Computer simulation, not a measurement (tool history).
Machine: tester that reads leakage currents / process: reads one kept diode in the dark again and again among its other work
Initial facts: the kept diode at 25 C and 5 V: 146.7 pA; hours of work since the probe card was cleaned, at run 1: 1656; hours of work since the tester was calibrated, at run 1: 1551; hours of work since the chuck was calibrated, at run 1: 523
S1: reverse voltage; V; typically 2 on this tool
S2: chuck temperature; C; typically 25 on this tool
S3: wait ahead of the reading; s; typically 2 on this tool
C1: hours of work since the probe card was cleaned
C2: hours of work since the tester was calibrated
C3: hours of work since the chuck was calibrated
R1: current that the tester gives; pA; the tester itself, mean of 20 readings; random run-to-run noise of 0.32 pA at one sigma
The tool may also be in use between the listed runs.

Run 1, day 0: usual settings; C1 1656; C2 1551; C3 523. Result: R1 92.65 pA.
Run 2, day 4.338: usual settings; C1 1728; C2 1624; C3 595. Result: R1 89.73 pA.
Run 3, day 6.762: usual settings; C1 1768; C2 1664; C3 635. Result: R1 89.06 pA.
Run 4, day 9.092: usual settings; C1 1807; C2 1703; C3 674. Result: R1 87.69 pA.
At day 9.712: chuck's temperature calibrated.
Run 5, day 12.271: usual settings but S1 1.18 V; C1 1859; C2 1754; C3 43. Result: R1 86.27 pA.
Run 6, day 16.421: usual settings but S1 1.18 V; C1 1928; C2 1823; C3 112. Result: R1 84.66 pA.
Run 7, day 19.8: usual settings but S2 35 C; C1 1984; C2 1880; C3 168. Result: R1 239.17 pA.
Run 8, day 22.571: usual settings; C1 2030; C2 1926; C3 214. Result: R1 101.6 pA.
Run 9, day 26.158: usual settings; C1 2090; C2 1986; C3 274. Result: R1 99.4 pA.
Run 10, day 30.646: usual settings; C1 2165; C2 2060; C3 349. Result: R1 97.8 pA.
Run 11, day 35.033: usual settings; C1 2238; C2 2133; C3 422. Result: R1 95.87 pA.
Run 12, day 39.242: usual settings but S2 34 C; C1 2308; C2 2204; C3 492. Result: R1 202.83 pA.
Run 13, day 41.229: usual settings but S1 7.32 V, S2 32 C, S3 1.37 s; C1 2341; C2 2237; C3 525. Result: R1 287.24 pA.
Run 14, day 44.171: usual settings but S1 7.32 V, S2 32 C, S3 1.37 s; C1 2390; C2 2286; C3 574. Result: R1 282.22 pA.
Run 15, day 48.229: usual settings but S1 5.63 V, S2 39 C, S3 3.39 s; C1 2457; C2 2353; C3 641. Result: R1 445.42 pA.
At day 50.804: chuck's temperature calibrated.
Run 16, day 52.271: usual settings but S1 5.63 V, S2 39 C, S3 3.39 s; C1 2523; C2 2419; C3 24. Result: R1 514.05 pA.
Run 17, day 54.467: usual settings but S1 1.22 V, S3 3.9 s; C1 2560; C2 2456; C3 61. Result: R1 85.79 pA.
Run 18, day 57.308: usual settings but S1 1.22 V, S2 26 C, S3 0.83 s; C1 2607; C2 2503; C3 108. Result: R1 93.05 pA.
Run 19, day 59.533: usual settings but S1 1.22 V, S2 28 C, S3 1.05 s; C1 2644; C2 2540; C3 145. Result: R1 109.5 pA.
Run 20, day 64.042: usual settings but S1 17.99 V, S2 42 C; C1 2719; C2 2615; C3 220. Result: R1 992.55 pA.
Run 21, day 67.671: usual settings but S1 17.99 V, S2 42 C; C1 2780; C2 2675; C3 281. Result: R1 973.1 pA.
Run 22, day 71.271: usual settings but S1 16.46 V, S2 51 C, S3 6.5 s; C1 2840; C2 2735; C3 341. Result: R1 1851.42 pA.
Run 23, day 73.933: usual settings but S1 18.65 V, S2 32 C, S3 1.8 s; C1 2884; C2 2780; C3 385. Result: R1 443.03 pA.
Run 24, day 76.604: usual settings but S1 5.04 V, S2 28 C, S3 3.6 s; C1 2928; C2 2824; C3 430. Result: R1 180.22 pA.

Consider 5 possible next runs. They are alternatives, not a sequence: every one starts from the tool as it was left by run 24. What does each give?
Run A, day 79.996: usual settings but S1 3.29 V, S2 47 C, S3 3.32 s; C1 2985; C2 2881; C3 486. Result: R1 ?.
Run B, day 79.996: usual settings but S1 2.95 V, S2 36 C, S3 0.33 s; C1 2985; C2 2881; C3 486. Result: R1 ?.
Run C, day 79.996: usual settings but S1 3.72 V, S2 27 C, S3 0.77 s; C1 2985; C2 2881; C3 486. Result: R1 ?.
Run D, day 79.996: usual settings but S1 1.33 V, S2 36 C, S3 3.6 s; C1 2985; C2 2881; C3 486. Result: R1 ?.
Run E, day 79.996: usual settings but S1 2.63 V, S2 34 C, S3 1.28 s; C1 2985; C2 2881; C3 486. Result: R1 ?.

run      R1
  A  706.37
  B  281.08
  C  144.22
  D  203.25
  E  226.52
The same runs, with their run-to-run variation unchanged, on a tool lacking any hidden condition would have given:
run      R1
  A  797.04
  B  315.42
  C  157.46
  D  230.48
  E  254.23

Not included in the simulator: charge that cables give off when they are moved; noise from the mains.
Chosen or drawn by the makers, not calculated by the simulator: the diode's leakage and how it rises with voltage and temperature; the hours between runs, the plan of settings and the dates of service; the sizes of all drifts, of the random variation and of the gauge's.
